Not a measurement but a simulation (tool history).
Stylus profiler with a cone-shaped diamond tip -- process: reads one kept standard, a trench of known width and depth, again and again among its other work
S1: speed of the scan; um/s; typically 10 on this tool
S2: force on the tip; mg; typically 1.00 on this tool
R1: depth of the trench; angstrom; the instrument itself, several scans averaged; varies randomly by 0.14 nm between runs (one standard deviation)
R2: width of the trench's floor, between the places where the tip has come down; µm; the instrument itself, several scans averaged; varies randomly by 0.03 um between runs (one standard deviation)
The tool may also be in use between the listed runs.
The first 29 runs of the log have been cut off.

run,hour,S1,S2,R1,R2
30,1770.4,8,2.71,5024.8,24.16
31,1806.9,38,2.58,5021.4,24.01
32,1889.0,3,0.43,5003.4,23.91
33,1969.1,5,1.63,5016.6,23.67
34,2024.5,5,1.30,5011.3,23.59
35,2093.4,6,2.28,5016.0,23.38
36,2131.8,6,2.28,5021.1,23.25
37,2209.2,6,2.28,5015.7,23.06
38,2251.7,6,2.28,5016.1,23.01

For run 39, what comes out?
39,2295.6,6,2.28,?,?

R1: 5014.3 angstrom
R2: 22.92 µm
With the hidden condition absent and the run-to-run variation left alone, this run would have shown R1 5025.6 angstrom, R2 25.65 µm.
